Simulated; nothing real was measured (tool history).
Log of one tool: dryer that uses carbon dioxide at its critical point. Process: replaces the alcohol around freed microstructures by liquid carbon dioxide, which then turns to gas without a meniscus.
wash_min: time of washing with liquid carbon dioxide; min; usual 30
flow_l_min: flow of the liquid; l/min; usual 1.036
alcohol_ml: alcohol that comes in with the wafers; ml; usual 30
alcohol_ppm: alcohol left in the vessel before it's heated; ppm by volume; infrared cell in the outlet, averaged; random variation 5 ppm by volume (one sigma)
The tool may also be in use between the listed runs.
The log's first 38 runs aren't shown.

run 39 day=23.858 | wash_min=22 flow_l_min=0.82 alcohol_ml=41 | alcohol_ppm=729
run 40 day=24.546 | wash_min=48 flow_l_min=1.06 alcohol_ml=41 | alcohol_ppm=171
run 41 day=25.442 | wash_min=21 flow_l_min=1.6 alcohol_ml=48 | alcohol_ppm=224
run 42 day=25.875 | wash_min=30 flow_l_min=0.97 alcohol_ml=35 | alcohol_ppm=271
run 43 day=26.646 | wash_min=20 flow_l_min=1.3 alcohol_ml=111 | alcohol_ppm=556
run 44 day=27.496 | wash_min=30 flow_l_min=1.036 alcohol_ml=112 | alcohol_ppm=372
run 45 day=28.158 | wash_min=26 flow_l_min=1.036 alcohol_ml=74 | alcohol_ppm=433
run 46 day=28.833 | wash_min=22 flow_l_min=1.03 alcohol_ml=30 | alcohol_ppm=393

5 ways to go on from here, each from the tool as it stands after run 46. What would each give?
run A day=29.467 | wash_min=30 flow_l_min=0.82 alcohol_ml=66 | alcohol_ppm=?
run B day=29.467 | wash_min=31 flow_l_min=1.036 alcohol_ml=30 | alcohol_ppm=?
run C day=29.467 | wash_min=29 flow_l_min=1.036 alcohol_ml=30 | alcohol_ppm=?
run D day=29.467 | wash_min=30 flow_l_min=0.98 alcohol_ml=81 | alcohol_ppm=?
run E day=29.467 | wash_min=27 flow_l_min=1.15 alcohol_ml=30 | alcohol_ppm=?

run=A alcohol_ppm=550
run=B alcohol_ppm=242
run=C alcohol_ppm=270
run=D alcohol_ppm=399
run=E alcohol_ppm=257
Without the tool's hidden state the same runs would have given:
run=A alcohol_ppm=206
run=B alcohol_ppm=22
run=C alcohol_ppm=43
run=D alcohol_ppm=102
run=E alcohol_ppm=32
